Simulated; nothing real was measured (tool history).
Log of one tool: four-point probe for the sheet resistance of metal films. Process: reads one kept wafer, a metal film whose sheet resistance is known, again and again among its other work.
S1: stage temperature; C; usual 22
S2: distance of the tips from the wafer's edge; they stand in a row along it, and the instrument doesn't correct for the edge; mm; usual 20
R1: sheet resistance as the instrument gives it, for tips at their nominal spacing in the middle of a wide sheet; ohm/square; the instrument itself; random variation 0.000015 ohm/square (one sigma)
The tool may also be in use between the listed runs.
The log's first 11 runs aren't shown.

run	hour	S1	S2	R1
12	777.2	21	20	0.076269
13	846.4	21	20	0.076218
14	923.7	21	20	0.076198
15	1010.5	21	20	0.076111
16	1073.5	33	20	0.075075
17	1136.2	22	9	0.076123
18	1201.4	22	9	0.076096
19	1268.5	28	20	0.075377
20	1335.3	26	66	0.075492
21	1386.9	25	20	0.075569
22	1447.7	27	19	0.075372
23	1493.8	27	19	0.075318
# hour 1500.2: stage's thermometer calibrated
24	1551.9	22	64	0.075639
25	1622.8	33	14	0.074763
26	1664.9	25	13	0.075443
27	1726.3	19	6	0.076287
28	1802	19	6	0.076258
# hour 1822.4: new probe head fitted
29	1880.3	33	56	0.07532
# hour 1926.5: stage's thermometer calibrated, once more
30	1951.2	21	13	0.076552
31	2024.3	21	13	0.076479
32	2122.9	18	7	0.076961
33	2193.9	18	17	0.076626
34	2235.3	27	20	0.075784

Forecast each of these 3 alternatives for the next run:
A	2315.5	34	20	?
B	2315.5	22	5	?
C	2315.5	18	16	?

run	R1
A	0.075175
B	0.076798
C	0.076575
Without the tool's hidden state the same runs would have given:
run	R1
A	0.075218
B	0.076842
C	0.076619
